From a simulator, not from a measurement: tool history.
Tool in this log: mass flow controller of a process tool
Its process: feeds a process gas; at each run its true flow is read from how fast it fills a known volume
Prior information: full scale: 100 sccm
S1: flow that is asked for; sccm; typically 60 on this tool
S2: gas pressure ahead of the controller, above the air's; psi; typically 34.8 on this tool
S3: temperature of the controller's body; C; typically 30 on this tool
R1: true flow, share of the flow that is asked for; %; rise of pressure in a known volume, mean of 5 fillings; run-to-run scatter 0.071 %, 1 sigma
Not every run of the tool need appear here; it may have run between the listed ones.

{"run": 1, "hour": 0.0, "S1": 60, "S2": 34.8, "S3": 30, "R1": 101.78}
{"run": 2, "hour": 81.5, "S1": 60, "S2": 34.8, "S3": 30, "R1": 101.93}
{"run": 3, "hour": 114.4, "S1": 60, "S2": 36.0, "S3": 30, "R1": 102.05}
{"run": 4, "hour": 177.8, "S1": 60, "S2": 36.0, "S3": 30, "R1": 102.01}
{"run": 5, "hour": 235.6, "S1": 60, "S2": 36.0, "S3": 30, "R1": 101.91}
{"run": 6, "hour": 310.3, "S1": 60, "S2": 34.8, "S3": 30, "R1": 102.05}
{"run": 7, "hour": 343.9, "S1": 60, "S2": 34.8, "S3": 30, "R1": 102.14}
{"run": 8, "hour": 382.0, "S1": 60, "S2": 34.8, "S3": 30, "R1": 102.08}
{"run": 9, "hour": 440.8, "S1": 60, "S2": 34.8, "S3": 30, "R1": 102.25}
{"run": 10, "hour": 484.6, "S1": 60, "S2": 34.8, "S3": 39, "R1": 102.86}
{"run": 11, "hour": 517.7, "S1": 60, "S2": 34.8, "S3": 30, "R1": 102.13}

Forecast run 12:
{"hour": 523.5, "done": "controller's zero set anew"}
{"run": 12, "hour": 596.2, "S1": 60, "S2": 34.8, "S3": 30, "R1": "?"}

R1: 102.38 %
With no hidden state in the tool, this same run would have given R1 99.73 %.

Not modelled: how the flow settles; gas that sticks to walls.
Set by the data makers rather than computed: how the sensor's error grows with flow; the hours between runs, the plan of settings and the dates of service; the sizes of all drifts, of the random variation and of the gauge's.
